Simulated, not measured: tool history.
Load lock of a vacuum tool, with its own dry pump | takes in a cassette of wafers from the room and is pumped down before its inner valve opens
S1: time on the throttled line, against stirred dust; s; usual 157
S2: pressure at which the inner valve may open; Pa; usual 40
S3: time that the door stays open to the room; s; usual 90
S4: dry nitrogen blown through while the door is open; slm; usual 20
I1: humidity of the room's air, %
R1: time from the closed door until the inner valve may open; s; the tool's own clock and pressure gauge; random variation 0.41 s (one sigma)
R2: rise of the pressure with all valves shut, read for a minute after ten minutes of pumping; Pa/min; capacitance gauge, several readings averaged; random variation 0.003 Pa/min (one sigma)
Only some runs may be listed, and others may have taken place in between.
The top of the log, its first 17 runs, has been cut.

Run 18, hour 3259: usual settings; I1 42. Result: R1 217 s, R2 0.037 Pa/min.
Run 19, hour 3429.7: usual settings; I1 44.3. Result: R1 217.1 s, R2 0.036 Pa/min.
Run 20, hour 3675: usual settings but S1 106 s, S4 5 slm; I1 43.7. Result: R1 173.1 s, R2 0.047 Pa/min.
Run 21, hour 3864: usual settings but S1 183 s, S2 38 Pa; I1 47.4. Result: R1 239.5 s, R2 0.035 Pa/min.
Run 22, hour 4044.6: usual settings but S1 183 s, S2 38 Pa; I1 43.3. Result: R1 240.3 s, R2 0.034 Pa/min.
Run 23, hour 4171.7: usual settings but S1 183 s, S2 38 Pa; I1 42.1. Result: R1 239.8 s, R2 0.043 Pa/min.
Run 24, hour 4279.2: usual settings but S1 89 s, S2 64 Pa, S3 25 s, S4 5 slm; I1 43. Result: R1 153.5 s, R2 0.024 Pa/min.
Run 25, hour 4497.4: usual settings but S1 89 s, S2 64 Pa, S3 25 s, S4 5 slm; I1 49.5. Result: R1 154 s, R2 0.03 Pa/min.
Run 26, hour 4734.5: usual settings but S1 89 s, S2 64 Pa, S3 25 s, S4 5 slm; I1 46.3. Result: R1 154.2 s, R2 0.026 Pa/min.
Run 27, hour 4904.5: usual settings but S1 89 s, S2 64 Pa, S3 25 s, S4 5 slm; I1 42.3. Result: R1 153.6 s, R2 0.022 Pa/min.
Run 28, hour 5073.7: usual settings but S1 89 s, S2 33 Pa, S3 25 s, S4 5 slm; I1 42.5. Result: R1 161.4 s, R2 0.029 Pa/min.
Run 29, hour 5318.2: usual settings but S1 89 s, S2 33 Pa, S3 25 s, S4 14 slm; I1 45.1. Result: R1 160.9 s, R2 0.015 Pa/min.
Run 30, hour 5553.2: usual settings but S1 89 s, S2 33 Pa, S3 25 s, S4 14 slm; I1 43.8. Result: R1 161 s, R2 0.023 Pa/min.
Run 31, hour 5763.2: usual settings but S3 220 s; I1 44.2. Result: R1 217.2 s, R2 0.059 Pa/min.
Run 32, hour 5932: usual settings but S1 80 s; I1 46.4. Result: R1 151.5 s, R2 0.042 Pa/min.
Run 33, hour 6108.2: usual settings but S1 80 s, S2 34 Pa, S3 118 s, S4 15 slm; I1 45.5. Result: R1 153.5 s, R2 0.05 Pa/min.
Run 34, hour 6244: usual settings but S1 80 s, S2 34 Pa, S3 118 s, S4 15 slm; I1 47.3. Result: R1 153.1 s, R2 0.043 Pa/min.
At hour 6401.8: dry pump taken out, an overhauled one fitted.
Run 35, hour 6417: usual settings but S1 92 s, S2 53 Pa, S3 81 s, S4 31 slm; I1 44.6. Result: R1 158.6 s, R2 0.027 Pa/min.
Run 36, hour 6536.8: usual settings but S1 92 s, S2 53 Pa, S3 81 s, S4 31 slm; I1 44.3. Result: R1 158.2 s, R2 0.024 Pa/min.

Branching from run 36: 3 alternative next runs. What would each branch give?
Run A, hour 6661.2: usual settings but S1 87 s, S2 53 Pa, S3 28 s, S4 6 slm; I1 46.7. Result: R1 ?, R2 ?.
Run B, hour 6661.2: usual settings but S2 45 Pa, S3 82 s, S4 4 slm; I1 46.4. Result: R1 ?, R2 ?.
Run C, hour 6661.2: usual settings but S2 58 Pa; I1 45.4. Result: R1 ?, R2 ?.

run     R1     R2
  A  154.6  0.029
  B    216  0.051
  C  213.1   0.04
Stripped of hidden state, with their random variation kept, the same runs would have yielded:
run     R1     R2
  A  154.6  0.028
  B    216   0.05
  C  213.1  0.039
